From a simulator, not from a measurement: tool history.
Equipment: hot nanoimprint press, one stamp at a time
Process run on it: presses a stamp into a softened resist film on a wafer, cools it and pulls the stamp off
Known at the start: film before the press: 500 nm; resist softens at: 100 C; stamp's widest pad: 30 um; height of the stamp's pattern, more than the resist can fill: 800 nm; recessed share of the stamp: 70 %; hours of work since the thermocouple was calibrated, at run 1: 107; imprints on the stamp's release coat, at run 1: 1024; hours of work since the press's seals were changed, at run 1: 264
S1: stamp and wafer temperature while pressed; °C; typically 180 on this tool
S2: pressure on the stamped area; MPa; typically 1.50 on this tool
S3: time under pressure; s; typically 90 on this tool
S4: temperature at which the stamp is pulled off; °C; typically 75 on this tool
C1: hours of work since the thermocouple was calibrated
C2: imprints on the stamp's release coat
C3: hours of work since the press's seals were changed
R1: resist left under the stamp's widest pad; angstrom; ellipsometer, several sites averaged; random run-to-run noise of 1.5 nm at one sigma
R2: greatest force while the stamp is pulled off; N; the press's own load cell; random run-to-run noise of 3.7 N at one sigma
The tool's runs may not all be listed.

run    hour   S1    S2   S3  S4   C1    C2   C3    R1   R2
  1     0.0  180  1.50   90  75  107  1024  264  2428  222
       26.2  -- stamp cleaned and given a new release coat
  2    46.5  180  1.50   90  75  136   100  293  2466  197
  3   132.7  175  1.50   90  75  197   527  354  3070  215
  4   191.8  180  1.50   90  75  239   821  396  2478  213
      255.2  -- stamp cleaned and given a new release coat
  5   272.1  180  2.05   90  75  292    84  449  2217  196
  6   323.7  180  1.46   90  75  328   339  486  2557  206
      365.8  -- press's hydraulic seals changed and the load cell set to zero
  7   377.0  180  1.46   90  75  361   564    8  2504  214
  8   459.7  180  1.46   90  75  419   974   67  2499  220
      492.6  -- stamp cleaned and given a new release coat
  9   500.6  180  1.46   58  75  444    40   91  2896  201
 10   557.3  180  1.50   90  75  484   320  132  2547  204
 11   614.2  180  1.50   90  75  525   602  172  2524  209
      633.9  -- plate thermocouple calibrated
 12   683.3  180  1.50   90  82   35   930  219  2453  186
      724.6  -- stamp cleaned and given a new release coat
 13   726.8  180  1.50   90  75   62    11  245  2456  195
 14   790.3  174  1.50   90  75  107   325  291  3170  197
 15   864.6  174  1.06  132  65  159   693  343  3175  255
 16   909.5  174  1.24  165  71  191   916  375  2830  223
      956.5  -- stamp cleaned and given a new release coat
 17   972.6  186  1.80   90  75  232    80  416  1785  198
 18  1057.2  189  1.50   95  75  292   499  476  1662  210
     1111.7  -- press's hydraulic seals changed and the load cell set to zero
 19  1122.0  180  1.50  144  75  332   780    7  2077  218
     1195.3  -- stamp cleaned and given a new release coat
 20  1195.4  186  1.54   90  75  380     0   55  1888  196
 21  1244.1  170  1.94   90  72  414   241   90  3446  212
 22  1302.6  170  1.94   90  72  456   531  131  3413  222
 23  1345.7  170  1.94   94  64  487   745  162  3427  259
 24  1398.1  170  1.94   94  64  524  1004  199  3426  263
     1420.0  -- plate thermocouple calibrated
     1426.0  -- stamp cleaned and given a new release coat
 25  1492.8  170  1.94   94  64   47   331  260  3348  250
 26  1533.8  170  1.94   94  64   77   534  289  3329  256
 27  1590.6  192  2.20   90  77  117   815  329  1210  212
 28  1640.8  192  2.20   90  77  152  1064  365  1214  215

How the hidden state differs across the entries between the runs, from the last listed run before each to the first after it:
From run 1 to run 2: stamp cleaned and given a new release coat (hour 26.2)
  true temperature over the reading, C: -0.1 -> -0.15; pressure that arrives at the usual setting, %: 97.98 -> 97.76; grip of the stamp's worn release coat, % over a new coat's: 10.5 -> 1
  measured result minus the result with no hidden state, R1: +31 -> +39 angstrom; R2: +21 -> +3 N
From run 4 to run 5: stamp cleaned and given a new release coat (hour 255.2)
  true temperature over the reading, C: -0.33 -> -0.41; pressure that arrives at the usual setting, %: 96.97 -> 96.56; grip of the stamp's worn release coat, % over a new coat's: 8.3 -> 0.8
  measured result minus the result with no hidden state, R1: +67 -> +89 angstrom; R2: +18 -> +3 N
From run 6 to run 7: press's hydraulic seals changed and the load cell set to zero (hour 365.8)
  true temperature over the reading, C: -0.48 -> -0.54; pressure that arrives at the usual setting, %: 96.26 -> 99.87; grip of the stamp's worn release coat, % over a new coat's: 3.4 -> 5.7
  measured result minus the result with no hidden state, R1: +91 -> +59 angstrom; R2: +8 -> +14 N
From run 8 to run 9: stamp cleaned and given a new release coat (hour 492.6)
  true temperature over the reading, C: -0.63 -> -0.68; pressure that arrives at the usual setting, %: 99.45 -> 99.27; grip of the stamp's worn release coat, % over a new coat's: 9.9 -> 0.4
  measured result minus the result with no hidden state, R1: +73 -> +83 angstrom; R2: +22 -> +4 N
From run 11 to run 12: plate thermocouple calibrated (hour 633.9)
  true temperature over the reading, C: -0.82 -> -0.05; pressure that arrives at the usual setting, %: 98.69 -> 98.31; grip of the stamp's worn release coat, % over a new coat's: 6.1 -> 9.5
  measured result minus the result with no hidden state, R1: +103 -> +23 angstrom; R2: +16 -> +17 N
From run 12 to run 13: stamp cleaned and given a new release coat (hour 724.6)
  true temperature over the reading, C: -0.05 -> -0.09; pressure that arrives at the usual setting, %: 98.31 -> 98.11; grip of the stamp's worn release coat, % over a new coat's: 9.5 -> 0.1
  measured result minus the result with no hidden state, R1: +23 -> +30 angstrom; R2: +17 -> +0 N
From run 16 to run 17: stamp cleaned and given a new release coat (hour 956.5)
  true temperature over the reading, C: -0.32 -> -0.39; pressure that arrives at the usual setting, %: 97.06 -> 96.77; grip of the stamp's worn release coat, % over a new coat's: 9.3 -> 0.8
  measured result minus the result with no hidden state, R1: +66 -> +64 angstrom; R2: +20 -> +3 N
From run 18 to run 19: press's hydraulic seals changed and the load cell set to zero (hour 1111.7)
  true temperature over the reading, C: -0.5 -> -0.56; pressure that arrives at the usual setting, %: 96.3 -> 100.09; grip of the stamp's worn release coat, % over a new coat's: 5 -> 7.9
  measured result minus the result with no hidden state, R1: +66 -> +54 angstrom; R2: +12 -> +18 N
From run 19 to run 20: stamp cleaned and given a new release coat (hour 1195.3)
  true temperature over the reading, C: -0.56 -> -0.64; pressure that arrives at the usual setting, %: 100.09 -> 99.67; grip of the stamp's worn release coat, % over a new coat's: 7.9 -> 0
  measured result minus the result with no hidden state, R1: +54 -> +57 angstrom; R2: +18 -> +3 N
From run 24 to run 25: plate thermocouple calibrated (hour 1420.0); stamp cleaned and given a new release coat (hour 1426.0)
  true temperature over the reading, C: -0.9 -> -0.19; pressure that arrives at the usual setting, %: 98.6 -> 98.12; grip of the stamp's worn release coat, % over a new coat's: 10.2 -> 3.3
  measured result minus the result with no hidden state, R1: +132 -> +49 angstrom; R2: +28 -> +9 N

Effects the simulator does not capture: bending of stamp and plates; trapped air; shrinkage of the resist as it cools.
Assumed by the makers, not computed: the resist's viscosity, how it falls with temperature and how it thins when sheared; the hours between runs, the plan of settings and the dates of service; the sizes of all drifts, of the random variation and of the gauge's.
